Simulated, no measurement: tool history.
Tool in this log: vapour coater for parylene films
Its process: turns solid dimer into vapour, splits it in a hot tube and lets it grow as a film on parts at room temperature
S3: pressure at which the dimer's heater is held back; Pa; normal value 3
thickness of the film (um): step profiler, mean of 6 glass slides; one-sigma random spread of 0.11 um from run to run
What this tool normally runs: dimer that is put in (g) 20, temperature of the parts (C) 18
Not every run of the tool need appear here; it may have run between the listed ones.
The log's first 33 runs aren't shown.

Run 34, hour 446.9: usual settings but temperature of the parts (C) 11, S3 10.23 Pa. Result: thickness of the film (um) 13.52.
Run 35, hour 456.2: usual settings but dimer that is put in (g) 12, temperature of the parts (C) 16, S3 9.7 Pa. Result: thickness of the film (um) 6.63.
Run 36, hour 474.3: usual settings but dimer that is put in (g) 12, temperature of the parts (C) 16, S3 9.7 Pa. Result: thickness of the film (um) 6.65.
At hour 481.9: table's thermometer calibrated.
Run 37, hour 495.6: usual settings but dimer that is put in (g) 12, temperature of the parts (C) 12, S3 4.65 Pa. Result: thickness of the film (um) 9.2.
At hour 510.5: trap's valve overhauled, once more.
Run 38, hour 514.9: usual settings but dimer that is put in (g) 12, temperature of the parts (C) 12, S3 4.65 Pa. Result: thickness of the film (um) 9.82.
Run 39, hour 533.7: usual settings but dimer that is put in (g) 12, temperature of the parts (C) 12, S3 4.65 Pa. Result: thickness of the film (um) 9.82.
Run 40, hour 542.8: usual settings but dimer that is put in (g) 12, temperature of the parts (C) 12, S3 4.65 Pa. Result: thickness of the film (um) 9.69.
Run 41, hour 559.2: usual settings but temperature of the parts (C) 17, S3 9.04 Pa. Result: thickness of the film (um) 11.78.
Run 42, hour 576.2: usual settings but temperature of the parts (C) 17, S3 9.04 Pa. Result: thickness of the film (um) 11.78.
Run 43, hour 588.7: usual settings but dimer that is put in (g) 34, temperature of the parts (C) 17, S3 9.04 Pa. Result: thickness of the film (um) 19.93.
Run 44, hour 600.9: usual settings but dimer that is put in (g) 25, temperature of the parts (C) 15, S3 5.01 Pa. Result: thickness of the film (um) 17.73.
Run 45, hour 610.6: usual settings but dimer that is put in (g) 25, temperature of the parts (C) 15, S3 5.01 Pa. Result: thickness of the film (um) 17.7.
Run 46, hour 629.8: usual settings but dimer that is put in (g) 25, temperature of the parts (C) 15, S3 5.01 Pa. Result: thickness of the film (um) 17.61.
Run 47, hour 641.1: usual settings but dimer that is put in (g) 29, temperature of the parts (C) 15, S3 2.73 Pa. Result: thickness of the film (um) 22.91.

What if the next run were any one of these 4? Each begins from the tool's condition after run 47:
Run A, hour 659.9: usual settings but dimer that is put in (g) 12, temperature of the parts (C) 14, S3 4.7 Pa. Result: thickness of the film (um) ?.
Run B, hour 659.9: usual settings but dimer that is put in (g) 19, temperature of the parts (C) 19, S3 6.7 Pa. Result: thickness of the film (um) ?.
Run C, hour 659.9: usual settings but dimer that is put in (g) 10, temperature of the parts (C) 24, S3 8.29 Pa. Result: thickness of the film (um) ?.
Run D, hour 659.9: usual settings but dimer that is put in (g) 11, S3 9.36 Pa. Result: thickness of the film (um) ?.

run  thickness of the film (um)
  A                        8.84
  B                       10.82
  C                        4.41
  D                        6.17
Take away the tool's hidden state, keep each run's random variation, and the runs would have read:
run  thickness of the film (um)
  A                        8.86
  B                       10.83
  C                        4.42
  D                        6.18

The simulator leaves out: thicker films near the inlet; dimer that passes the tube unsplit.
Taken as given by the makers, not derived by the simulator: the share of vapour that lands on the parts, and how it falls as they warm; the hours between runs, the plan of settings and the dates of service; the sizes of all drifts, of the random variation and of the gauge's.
